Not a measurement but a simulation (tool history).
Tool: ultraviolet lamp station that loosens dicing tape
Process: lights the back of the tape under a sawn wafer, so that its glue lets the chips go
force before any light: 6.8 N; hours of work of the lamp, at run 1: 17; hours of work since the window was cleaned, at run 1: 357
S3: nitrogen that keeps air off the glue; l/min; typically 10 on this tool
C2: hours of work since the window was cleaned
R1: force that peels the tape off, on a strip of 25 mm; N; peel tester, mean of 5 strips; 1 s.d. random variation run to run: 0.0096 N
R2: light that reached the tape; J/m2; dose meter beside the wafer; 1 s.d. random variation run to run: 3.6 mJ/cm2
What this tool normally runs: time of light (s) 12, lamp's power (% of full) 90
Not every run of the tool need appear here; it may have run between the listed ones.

{"run": 1, "day": 0.0, "time of light (s)": 12, "lamp's power (% of full)": 90, "S3": 10, "hours of work of the lamp": 17, "C2": 357, "R1": 0.388, "R2": 6050}
{"run": 2, "day": 0.467, "time of light (s)": 12, "lamp's power (% of full)": 70, "S3": 10, "hours of work of the lamp": 26, "C2": 365, "R1": 0.682, "R2": 4710}
{"run": 3, "day": 0.929, "time of light (s)": 12, "lamp's power (% of full)": 90, "S3": 8, "hours of work of the lamp": 34, "C2": 374, "R1": 0.487, "R2": 6030}
{"run": 4, "day": 1.25, "time of light (s)": 12, "lamp's power (% of full)": 90, "S3": 8, "hours of work of the lamp": 40, "C2": 380, "R1": 0.503, "R2": 5990}
{"run": 5, "day": 1.808, "time of light (s)": 12, "lamp's power (% of full)": 90, "S3": 8, "hours of work of the lamp": 51, "C2": 391, "R1": 0.459, "R2": 6150}
{"run": 6, "day": 2.362, "time of light (s)": 7, "lamp's power (% of full)": 73, "S3": 10, "hours of work of the lamp": 61, "C2": 401, "R1": 1.488, "R2": 2840}
{"run": 7, "day": 3.004, "time of light (s)": 12, "lamp's power (% of full)": 75, "S3": 14, "hours of work of the lamp": 73, "C2": 413, "R1": 0.462, "R2": 5100}
{"run": 8, "day": 3.392, "time of light (s)": 18, "lamp's power (% of full)": 83, "S3": 10, "hours of work of the lamp": 80, "C2": 420, "R1": 0.262, "R2": 8430}
{"run": 9, "day": 3.862, "time of light (s)": 11, "lamp's power (% of full)": 99, "S3": 16, "hours of work of the lamp": 89, "C2": 429, "R1": 0.317, "R2": 6140}
{"run": 10, "day": 4.408, "time of light (s)": 11, "lamp's power (% of full)": 99, "S3": 16, "hours of work of the lamp": 99, "C2": 439, "R1": 0.298, "R2": 6190}

What if the next run were any one of these 4? Each begins from the tool's condition after run 10:
{"run": "A", "day": 4.762, "time of light (s)": 11, "lamp's power (% of full)": 99, "S3": 18, "hours of work of the lamp": 106, "C2": 446, "R1": "?", "R2": "?"}
{"run": "B", "day": 4.762, "time of light (s)": 20, "lamp's power (% of full)": 87, "S3": 15, "hours of work of the lamp": 106, "C2": 446, "R1": "?", "R2": "?"}
{"run": "C", "day": 4.762, "time of light (s)": 11, "lamp's power (% of full)": 78, "S3": 7, "hours of work of the lamp": 106, "C2": 446, "R1": "?", "R2": "?"}
{"run": "D", "day": 4.762, "time of light (s)": 8, "lamp's power (% of full)": 99, "S3": 13, "hours of work of the lamp": 106, "C2": 446, "R1": "?", "R2": "?"}

run=A R1=0.300 R2=6200
run=B R1=0.210 R2=9860
run=C R1=0.765 R2=4860
run=D R1=0.618 R2=4510
The same runs, with their run-to-run variation unchanged, on a tool lacking any hidden condition would have given:
run=A R1=0.300 R2=6100
run=B R1=0.210 R2=9700
run=C R1=0.764 R2=4790
run=D R1=0.617 R2=4440
